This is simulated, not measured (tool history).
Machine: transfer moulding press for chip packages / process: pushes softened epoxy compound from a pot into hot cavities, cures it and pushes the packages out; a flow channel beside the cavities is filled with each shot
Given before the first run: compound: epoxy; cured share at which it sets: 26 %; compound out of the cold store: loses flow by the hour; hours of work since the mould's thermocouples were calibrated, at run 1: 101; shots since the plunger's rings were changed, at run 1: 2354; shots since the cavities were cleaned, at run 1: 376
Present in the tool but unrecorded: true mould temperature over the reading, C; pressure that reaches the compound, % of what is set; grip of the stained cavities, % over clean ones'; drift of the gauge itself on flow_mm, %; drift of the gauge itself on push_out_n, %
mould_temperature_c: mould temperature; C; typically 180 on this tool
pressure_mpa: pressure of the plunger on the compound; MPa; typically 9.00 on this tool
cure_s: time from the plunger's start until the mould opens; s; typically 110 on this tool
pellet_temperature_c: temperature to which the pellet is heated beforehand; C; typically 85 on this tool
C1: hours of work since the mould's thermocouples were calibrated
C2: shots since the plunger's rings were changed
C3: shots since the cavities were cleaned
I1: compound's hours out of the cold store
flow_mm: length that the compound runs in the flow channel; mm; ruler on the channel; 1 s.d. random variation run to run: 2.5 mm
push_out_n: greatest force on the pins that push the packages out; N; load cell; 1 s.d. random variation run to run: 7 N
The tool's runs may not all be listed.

Run 1, hour 0.0: usual settings; C1 101; C2 2354; C3 376; I1 35.9. Result: flow_mm 697 mm, push_out_n 275 N.
Run 2, hour 4.5: usual settings; C1 104; C2 2399; C3 421; I1 27.2. Result: flow_mm 720 mm, push_out_n 283 N.
Run 3, hour 8.8: usual settings; C1 106; C2 2442; C3 464; I1 26.0. Result: flow_mm 718 mm, push_out_n 284 N.
Run 4, hour 17.1: usual settings but pressure_mpa 7.46 MPa; C1 111; C2 2526; C3 548; I1 41.6. Result: flow_mm 616 mm, push_out_n 278 N.
Run 5, hour 26.9: usual settings but pellet_temperature_c 76 C; C1 116; C2 2623; C3 645; I1 24.2. Result: flow_mm 724 mm, push_out_n 301 N.
At hour 29.8: cavities cleaned with cleaning compound and waxed.
Run 6, hour 36.8: usual settings but pellet_temperature_c 76 C; C1 121; C2 2708; C3 70; I1 37.1. Result: flow_mm 690 mm, push_out_n 273 N.
Run 7, hour 43.8: usual settings but pressure_mpa 9.64 MPa; C1 125; C2 2778; C3 140; I1 38.2. Result: flow_mm 711 mm, push_out_n 280 N.
Run 8, hour 49.0: usual settings but pressure_mpa 9.64 MPa; C1 128; C2 2831; C3 193; I1 43.9. Result: flow_mm 696 mm, push_out_n 281 N.
Run 9, hour 53.2: usual settings but mould_temperature_c 181 C, pressure_mpa 9.64 MPa; C1 130; C2 2873; C3 235; I1 42.9. Result: flow_mm 698 mm, push_out_n 271 N.
Run 10, hour 60.8: usual settings but mould_temperature_c 181 C, pressure_mpa 9.64 MPa; C1 134; C2 2949; C3 311; I1 36.6. Result: flow_mm 714 mm, push_out_n 274 N.
Run 11, hour 67.7: usual settings but mould_temperature_c 181 C, pressure_mpa 9.64 MPa; C1 138; C2 3019; C3 381; I1 45.5. Result: flow_mm 686 mm, push_out_n 271 N.
Run 12, hour 76.9: usual settings but mould_temperature_c 181 C, pressure_mpa 9.64 MPa; C1 143; C2 3111; C3 473; I1 47.9. Result: flow_mm 682 mm, push_out_n 272 N.
Run 13, hour 85.5: usual settings but mould_temperature_c 181 C, pressure_mpa 9.64 MPa; C1 148; C2 3197; C3 559; I1 33.2. Result: flow_mm 724 mm, push_out_n 272 N.
Run 14, hour 94.8: usual settings but mould_temperature_c 172 C; C1 153; C2 3291; C3 653; I1 24.0. Result: flow_mm 747 mm, push_out_n 500 N.
At hour 96.7: cavities cleaned with cleaning compound and waxed.
Run 15, hour 103.4: usual settings but mould_temperature_c 172 C; C1 157; C2 3362; C3 67; I1 15.6. Result: flow_mm 777 mm, push_out_n 511 N.
Run 16, hour 111.5: usual settings but mould_temperature_c 175 C, pressure_mpa 9.33 MPa, cure_s 129 s, pellet_temperature_c 86 C; C1 162; C2 3444; C3 149; I1 22.7. Result: flow_mm 764 mm, push_out_n 278 N.
Run 17, hour 118.6: usual settings but mould_temperature_c 172 C, pressure_mpa 7.72 MPa, cure_s 127 s, pellet_temperature_c 81 C; C1 166; C2 3514; C3 219; I1 44.1. Result: flow_mm 644 mm, push_out_n 342 N.
Run 18, hour 125.6: usual settings but pressure_mpa 8.32 MPa; C1 169; C2 3585; C3 290; I1 42.2. Result: flow_mm 651 mm, push_out_n 281 N.
Run 19, hour 129.8: usual settings but mould_temperature_c 176 C, pressure_mpa 8.32 MPa, cure_s 137 s; C1 172; C2 3627; C3 332; I1 20.4. Result: flow_mm 715 mm, push_out_n 250 N.
Run 20, hour 138.5: usual settings but mould_temperature_c 181 C, cure_s 138 s, pellet_temperature_c 84 C; C1 177; C2 3714; C3 419; I1 47.0. Result: flow_mm 661 mm, push_out_n 215 N.
Run 21, hour 145.9: usual settings but mould_temperature_c 181 C, cure_s 138 s, pellet_temperature_c 84 C; C1 181; C2 3789; C3 494; I1 29.2. Result: flow_mm 710 mm, push_out_n 216 N.
Run 22, hour 151.9: usual settings but mould_temperature_c 184 C, cure_s 124 s, pellet_temperature_c 84 C; C1 184; C2 3849; C3 554; I1 13.5. Result: flow_mm 744 mm, push_out_n 224 N.
Run 23, hour 161.1: usual settings but mould_temperature_c 178 C, pressure_mpa 7.28 MPa, cure_s 92 s; C1 189; C2 3941; C3 646; I1 24.8. Result: flow_mm 657 mm, push_out_n 476 N.
At hour 163.6: cavities cleaned with cleaning compound and waxed.
Run 24, hour 169.2: usual settings but mould_temperature_c 178 C, pressure_mpa 7.28 MPa, cure_s 92 s; C1 193; C2 4007; C3 56; I1 41.0. Result: flow_mm 612 mm, push_out_n 453 N.
Run 25, hour 174.5: usual settings but mould_temperature_c 179 C, cure_s 120 s; C1 196; C2 4062; C3 111; I1 30.5. Result: flow_mm 713 mm, push_out_n 260 N.
Run 26, hour 179.1: usual settings but pellet_temperature_c 83 C; C1 198; C2 4107; C3 156; I1 34.6. Result: flow_mm 697 mm, push_out_n 285 N.
Run 27, hour 185.8: usual settings but pellet_temperature_c 83 C; C1 202; C2 4175; C3 224; I1 46.0. Result: flow_mm 666 mm, push_out_n 273 N.
Run 28, hour 191.7: usual settings but mould_temperature_c 179 C, pressure_mpa 8.80 MPa, cure_s 111 s, pellet_temperature_c 89 C; C1 205; C2 4234; C3 283; I1 44.1. Result: flow_mm 669 mm, push_out_n 300 N.
Run 29, hour 196.7: usual settings but mould_temperature_c 188 C, pressure_mpa 8.80 MPa, cure_s 148 s, pellet_temperature_c 89 C; C1 208; C2 4284; C3 333; I1 21.4. Result: flow_mm 703 mm, push_out_n 211 N.
Run 30, hour 201.3: usual settings but mould_temperature_c 188 C, pressure_mpa 7.09 MPa, cure_s 149 s, pellet_temperature_c 89 C; C1 211; C2 4331; C3 380; I1 33.4. Result: flow_mm 606 mm, push_out_n 209 N.

How the hidden state differs across the entries between the runs, from the last listed run before each to the first after it:
From run 5 to run 6: cavities cleaned with cleaning compound and waxed (hour 29.8)
  grip of the stained cavities, % over clean ones': 0.8 -> 0.1
From run 14 to run 15: cavities cleaned with cleaning compound and waxed (hour 96.7)
  grip of the stained cavities, % over clean ones': 0.8 -> 0.2
From run 23 to run 24: cavities cleaned with cleaning compound and waxed (hour 163.6)
  grip of the stained cavities, % over clean ones': 0.8 -> 0.1
